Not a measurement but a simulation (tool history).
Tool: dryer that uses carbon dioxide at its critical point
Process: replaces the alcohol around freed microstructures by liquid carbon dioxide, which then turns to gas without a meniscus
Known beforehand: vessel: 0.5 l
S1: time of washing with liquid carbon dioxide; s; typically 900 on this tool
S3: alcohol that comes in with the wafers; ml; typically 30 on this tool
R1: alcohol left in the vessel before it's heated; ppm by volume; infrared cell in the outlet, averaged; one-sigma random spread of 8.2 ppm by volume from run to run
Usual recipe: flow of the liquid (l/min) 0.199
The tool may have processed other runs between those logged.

run 1 hour=0 | S1=900 flow_of_the_liquid_(l/min)=0.199 S3=30 | R1=534
run 2 hour=15.8 | S1=900 flow_of_the_liquid_(l/min)=0.199 S3=30 | R1=526
run 3 hour=27.8 | S1=900 flow_of_the_liquid_(l/min)=0.239 S3=30 | R1=222
run 4 hour=42.8 | S1=900 flow_of_the_liquid_(l/min)=0.132 S3=30 | R1=2440
run 5 hour=54.2 | S1=900 flow_of_the_liquid_(l/min)=0.132 S3=30 | R1=2425
run 6 hour=69.9 | S1=600 flow_of_the_liquid_(l/min)=0.199 S3=30 | R1=2679
run 7 hour=82.4 | S1=900 flow_of_the_liquid_(l/min)=0.238 S3=30 | R1=247
run 8 hour=101.3 | S1=900 flow_of_the_liquid_(l/min)=0.199 S3=30 | R1=581
run 9 hour=112.9 | S1=900 flow_of_the_liquid_(l/min)=0.199 S3=30 | R1=578
run 10 hour=122.3 | S1=900 flow_of_the_liquid_(l/min)=0.199 S3=30 | R1=564
run 11 hour=142.5 | S1=900 flow_of_the_liquid_(l/min)=0.299 S3=30 | R1=70
run 12 hour=161 | S1=900 flow_of_the_liquid_(l/min)=0.299 S3=30 | R1=79
run 13 hour=175.1 | S1=900 flow_of_the_liquid_(l/min)=0.299 S3=30 | R1=89
run 14 hour=186.6 | S1=900 flow_of_the_liquid_(l/min)=0.148 S3=30 | R1=1824
run 15 hour=197.1 | S1=900 flow_of_the_liquid_(l/min)=0.148 S3=30 | R1=1863
run 16 hour=213.2 | S1=900 flow_of_the_liquid_(l/min)=0.199 S3=83 | R1=1694
run 17 hour=232.2 | S1=900 flow_of_the_liquid_(l/min)=0.282 S3=30 | R1=118
run 18 hour=251.9 | S1=780 flow_of_the_liquid_(l/min)=0.199 S3=30 | R1=1184
run 19 hour=271.3 | S1=900 flow_of_the_liquid_(l/min)=0.199 S3=30 | R1=657
run 20 hour=285.2 | S1=900 flow_of_the_liquid_(l/min)=0.199 S3=30 | R1=665
run 21 hour=304.9 | S1=900 flow_of_the_liquid_(l/min)=0.199 S3=47 | R1=1053
run 22 hour=314.8 | S1=900 flow_of_the_liquid_(l/min)=0.199 S3=72 | R1=1600
run 23 hour=324 | S1=1080 flow_of_the_liquid_(l/min)=0.199 S3=92 | R1=842
run 24 hour=336.5 | S1=1140 flow_of_the_liquid_(l/min)=0.159 S3=38 | R1=775
run 25 hour=356.1 | S1=720 flow_of_the_liquid_(l/min)=0.257 S3=43 | R1=948
run 26 hour=374.2 | S1=900 flow_of_the_liquid_(l/min)=0.183 S3=43 | R1=1382
run 27 hour=387.4 | S1=1200 flow_of_the_liquid_(l/min)=0.206 S3=115 | R1=503
run 28 hour=399.7 | S1=720 flow_of_the_liquid_(l/min)=0.164 S3=115 | R1=12087
run 29 hour=409 | S1=1320 flow_of_the_liquid_(l/min)=0.245 S3=59 | R1=61
run 30 hour=424.9 | S1=1320 flow_of_the_liquid_(l/min)=0.245 S3=59 | R1=63
run 31 hour=445 | S1=1320 flow_of_the_liquid_(l/min)=0.245 S3=59 | R1=70
run 32 hour=460.2 | S1=840 flow_of_the_liquid_(l/min)=0.17 S3=38 | R1=2215
run 33 hour=470.1 | S1=1380 flow_of_the_liquid_(l/min)=0.247 S3=24 | R1=37
run 34 hour=485.8 | S1=900 flow_of_the_liquid_(l/min)=0.199 S3=23 | R1=603
run 35 hour=495 | S1=1140 flow_of_the_liquid_(l/min)=0.245 S3=24 | R1=71
run 36 hour=513.6 | S1=1140 flow_of_the_liquid_(l/min)=0.245 S3=24 | R1=68
-- hour=522.5 inlet filter changed
run 37 hour=532.7 | S1=1020 flow_of_the_liquid_(l/min)=0.145 S3=66 | R1=2106
run 38 hour=547.8 | S1=600 flow_of_the_liquid_(l/min)=0.201 S3=48 | R1=3630
run 39 hour=557.3 | S1=720 flow_of_the_liquid_(l/min)=0.331 S3=20 | R1=93
run 40 hour=567.5 | S1=840 flow_of_the_liquid_(l/min)=0.152 S3=73 | R1=4303

Alternative continuations, all from the tool just after run 40; predict every row:
run A hour=576.6 | S1=1440 flow_of_the_liquid_(l/min)=0.298 S3=61 | R1=?
run B hour=576.6 | S1=900 flow_of_the_liquid_(l/min)=0.174 S3=30 | R1=?
run C hour=576.6 | S1=780 flow_of_the_liquid_(l/min)=0.152 S3=73 | R1=?
run D hour=576.6 | S1=1200 flow_of_the_liquid_(l/min)=0.199 S3=76 | R1=?
run E hour=576.6 | S1=900 flow_of_the_liquid_(l/min)=0.199 S3=95 | R1=?

run=A R1=29
run=B R1=831
run=C R1=5559
run=D R1=250
run=E R1=1480
What these runs would have given with no unlogged condition in the tool:
run=A R1=13
run=B R1=765
run=C R1=5278
run=D R1=213
run=E R1=1361
